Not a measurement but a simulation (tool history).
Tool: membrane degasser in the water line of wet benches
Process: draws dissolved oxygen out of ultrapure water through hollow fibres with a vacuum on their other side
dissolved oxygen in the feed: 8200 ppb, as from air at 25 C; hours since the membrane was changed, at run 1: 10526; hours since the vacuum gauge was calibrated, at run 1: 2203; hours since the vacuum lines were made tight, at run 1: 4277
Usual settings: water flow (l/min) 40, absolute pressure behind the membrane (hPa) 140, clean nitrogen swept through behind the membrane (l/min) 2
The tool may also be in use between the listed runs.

run,hour,water flow (l/min),absolute pressure behind the membrane (hPa),clean nitrogen swept through behind the membrane (l/min),hours since the membrane was changed,hours since the vacuum gauge was calibrated,hours since the vacuum lines were made tight,dissolved oxygen in the water behind the degasser (ppb),pressure that the water loses in the fibres (hPa)
1,0,40,140,2,10526,2203,4277,656.6,433.2
2,288,40,140,2,10814,2491,4565,658.9,430.8
3,457.1,40,140,2,10983,2660,4734,656.2,433.8
4,797,40,238,2,11323,3000,5074,1034,432.8
# hour 846.2: seals of the vacuum lines changed
5,1105.8,61,140,2,11630,3307,260,1024.5,665.8
6,1261,61,140,2,11785,3462,415,1024.6,666.9
7,1610.2,61,140,2,12134,3811,764,1022.6,667.5
8,1928.2,40,100,1.76,12452,4129,1082,551,440.9
9,2233.1,51,111,1.78,12757,4434,1387,770.7,559.3
# hour 2408.4: vacuum gauge calibrated
10,2473.9,34,333,1.81,12997,65,1627,1244.7,374.7
11,2634.1,40,140,2.02,13157,226,1787,654,439.9
12,2847,25,264,2.02,13370,439,2000,706.7,276.1
13,3213.5,25,172,0.87,13737,805,2367,872.1,279.2
14,3406.7,63,308,2,13930,998,2560,1855.4,706.1

Forecast each of these 3 alternatives for the next run:
A,3672.2,40,318,0.88,14196,1264,2825,?,?
B,3672.2,46,100,5.95,14196,1264,2825,?,?
C,3672.2,36,323,2.43,14196,1264,2825,?,?

run,dissolved oxygen in the water behind the degasser (ppb),pressure that the water loses in the fibres (hPa)
A,2160.1,441
B,418.7,512.9
C,1061.6,401.9
Without the tool's hidden state the same runs would have given:
run,dissolved oxygen in the water behind the degasser (ppb),pressure that the water loses in the fibres (hPa)
A,2104.4,391.5
B,317.3,455.7
C,996.5,356.8
